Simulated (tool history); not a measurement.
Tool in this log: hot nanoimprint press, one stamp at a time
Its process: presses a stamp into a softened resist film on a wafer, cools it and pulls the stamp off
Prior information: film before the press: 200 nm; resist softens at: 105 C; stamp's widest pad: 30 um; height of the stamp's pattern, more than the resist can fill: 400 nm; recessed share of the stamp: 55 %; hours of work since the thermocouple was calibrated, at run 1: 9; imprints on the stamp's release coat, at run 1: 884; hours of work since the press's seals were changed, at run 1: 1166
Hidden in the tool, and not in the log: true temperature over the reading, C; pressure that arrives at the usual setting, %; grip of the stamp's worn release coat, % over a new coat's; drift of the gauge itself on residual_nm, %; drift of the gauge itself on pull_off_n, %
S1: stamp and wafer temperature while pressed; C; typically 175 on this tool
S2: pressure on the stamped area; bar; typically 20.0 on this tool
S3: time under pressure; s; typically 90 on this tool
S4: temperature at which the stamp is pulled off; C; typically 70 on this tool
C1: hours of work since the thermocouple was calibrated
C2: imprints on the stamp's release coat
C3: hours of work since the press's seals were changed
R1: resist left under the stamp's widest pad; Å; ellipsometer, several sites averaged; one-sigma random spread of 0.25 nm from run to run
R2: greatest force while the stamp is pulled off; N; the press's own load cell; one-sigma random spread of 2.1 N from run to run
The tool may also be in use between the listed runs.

| run | hour | S1 | S2 | S3 | S4 | C1 | C2 | C3 | R1 | R2 |
|---|---|---|---|---|---|---|---|---|---|---|
| 1 | 0.0 | 175 | 20.0 | 90 | 70 | 9 | 884 | 1166 | 1158 | 93 |
|  | 63.7 | press's hydraulic seals changed and the load cell set to zero |
| 2 | 76.8 | 175 | 20.0 | 90 | 70 | 56 | 1034 | 9 | 1160 | 91 |
| 3 | 148.8 | 175 | 20.0 | 90 | 70 | 104 | 1192 | 57 | 1157 | 96 |
|  | 189.7 | stamp cleaned and given a new release coat |
| 4 | 214.2 | 175 | 20.0 | 90 | 74 | 144 | 54 | 97 | 1152 | 88 |
| 5 | 277.9 | 184 | 20.0 | 90 | 70 | 187 | 193 | 140 | 939 | 91 |
| 6 | 335.2 | 184 | 20.0 | 90 | 70 | 225 | 318 | 178 | 938 | 95 |
| 7 | 390.4 | 184 | 20.0 | 90 | 70 | 262 | 439 | 216 | 937 | 91 |
|  | 413.0 | plate thermocouple calibrated |
| 8 | 451.6 | 184 | 20.0 | 90 | 59 | 26 | 566 | 255 | 941 | 98 |
| 9 | 529.7 | 175 | 29.3 | 89 | 70 | 78 | 737 | 307 | 971 | 94 |
| 10 | 604.9 | 181 | 12.4 | 68 | 70 | 129 | 901 | 358 | 1354 | 92 |
| 11 | 648.8 | 181 | 12.4 | 68 | 70 | 158 | 997 | 387 | 1351 | 93 |
| 12 | 698.3 | 167 | 12.4 | 153 | 70 | 192 | 1105 | 420 | 1445 | 92 |
| 13 | 754.3 | 175 | 22.0 | 143 | 70 | 229 | 1228 | 458 | 956 | 91 |
|  | 779.5 | stamp cleaned and given a new release coat |
| 14 | 813.0 | 166 | 30.5 | 143 | 76 | 265 | 74 | 493 | 1033 | 88 |
|  | 831.5 | plate thermocouple calibrated |
| 15 | 866.9 | 166 | 30.5 | 143 | 61 | 24 | 185 | 528 | 1035 | 100 |
| 16 | 922.7 | 166 | 17.2 | 143 | 68 | 61 | 307 | 565 | 1336 | 95 |

4 ways to go on from here, each from the tool as it stands after run 16. What would each give?
| A | 997.0 | 166 | 17.2 | 143 | 63 | 111 | 469 | 615 | ? | ? |
| B | 997.0 | 182 | 17.2 | 51 | 61 | 111 | 469 | 615 | ? | ? |
| C | 997.0 | 177 | 17.2 | 163 | 65 | 111 | 469 | 615 | ? | ? |
| D | 997.0 | 166 | 22.5 | 143 | 57 | 111 | 469 | 615 | ? | ? |

| run | R1 | R2 |
|---|---|---|
| A | 1337 | 100 |
| B | 1254 | 101 |
| C | 985 | 99 |
| D | 1192 | 99 |
Without the tool's hidden state the same runs would have given:
| run | R1 | R2 |
|---|---|---|
| A | 1337 | 100 |
| B | 1254 | 101 |
| C | 985 | 99 |
| D | 1192 | 99 |
